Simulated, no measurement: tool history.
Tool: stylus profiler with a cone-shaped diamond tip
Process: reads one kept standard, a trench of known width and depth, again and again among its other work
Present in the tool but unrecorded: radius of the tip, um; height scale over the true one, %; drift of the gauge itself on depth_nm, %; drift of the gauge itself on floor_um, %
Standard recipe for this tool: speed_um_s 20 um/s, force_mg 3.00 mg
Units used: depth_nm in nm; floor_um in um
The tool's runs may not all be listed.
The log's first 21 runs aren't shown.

| run | hour | speed_um_s | force_mg | scans with this tip | hours of work since the height scale was calibrated | depth_nm | floor_um |
|---|---|---|---|---|---|---|---|
| 22 | 957.5 | 20 | 3.00 | 8926 | 1189 | 504.67 | 16.86 |
| 23 | 1016.0 | 38 | 3.00 | 9191 | 1224 | 504.93 | 16.82 |
| 24 | 1045.9 | 20 | 4.42 | 9327 | 1243 | 506.36 | 16.94 |
| 25 | 1094.6 | 20 | 4.42 | 9548 | 1272 | 506.46 | 16.90 |
| 26 | 1122.9 | 20 | 4.42 | 9676 | 1289 | 506.52 | 16.91 |
| 27 | 1171.3 | 40 | 6.59 | 9896 | 1318 | 508.76 | 16.85 |
| 28 | 1230.6 | 12 | 1.18 | 10164 | 1354 | 501.91 | 16.83 |
| 29 | 1278.8 | 16 | 1.54 | 10383 | 1383 | 502.61 | 16.80 |
| 30 | 1308.3 | 28 | 1.57 | 10517 | 1401 | 502.39 | 16.77 |
|  | 1345.9 | height scale calibrated on a step standard |
| 31 | 1350.9 | 9 | 4.55 | 10708 | 3 | 507.76 | 16.82 |
| 32 | 1395.8 | 9 | 2.97 | 10911 | 30 | 505.84 | 16.89 |
| 33 | 1448.9 | 9 | 2.28 | 11152 | 62 | 504.73 | 16.80 |
| 34 | 1491.9 | 9 | 2.28 | 11347 | 88 | 504.61 | 16.79 |
| 35 | 1523.5 | 13 | 7.31 | 11490 | 107 | 510.73 | 16.84 |
| 36 | 1573.0 | 8 | 2.32 | 11714 | 137 | 504.88 | 16.78 |
| 37 | 1630.6 | 7 | 3.00 | 11976 | 172 | 505.79 | 16.85 |
| 38 | 1658.1 | 20 | 3.34 | 12100 | 189 | 506.21 | 16.81 |
| 39 | 1707.5 | 20 | 3.34 | 12324 | 218 | 506.08 | 16.73 |
| 40 | 1745.5 | 20 | 3.34 | 12497 | 241 | 505.97 | 16.74 |
| 41 | 1794.3 | 20 | 3.34 | 12718 | 271 | 506.05 | 16.71 |
| 42 | 1820.9 | 9 | 3.06 | 12839 | 287 | 505.76 | 16.74 |
| 43 | 1866.1 | 20 | 7.13 | 13043 | 314 | 510.35 | 16.71 |
| 44 | 1916.5 | 51 | 6.72 | 13272 | 345 | 509.71 | 16.65 |
| 45 | 1956.8 | 51 | 6.72 | 13454 | 369 | 509.78 | 16.65 |
| 46 | 2006.5 | 24 | 2.09 | 13680 | 399 | 504.11 | 16.67 |

Below are 4 alternative next runs, each starting from the tool's condition after run 46. Predict each:
| A | 2035.8 | 20 | 3.00 | 13813 | 417 | ? | ? |
| B | 2035.8 | 43 | 1.25 | 13813 | 417 | ? | ? |
| C | 2035.8 | 7 | 2.32 | 13813 | 417 | ? | ? |
| D | 2035.8 | 24 | 3.01 | 13813 | 417 | ? | ? |

| run | depth_nm | floor_um |
|---|---|---|
| A | 505.21 | 16.66 |
| B | 502.61 | 16.46 |
| C | 504.50 | 16.73 |
| D | 505.38 | 16.64 |
Stripped of hidden state, with their random variation kept, the same runs would have yielded:
| run | depth_nm | floor_um |
|---|---|---|
| A | 505.87 | 17.27 |
| B | 503.26 | 17.06 |
| C | 505.16 | 17.33 |
| D | 506.04 | 17.25 |
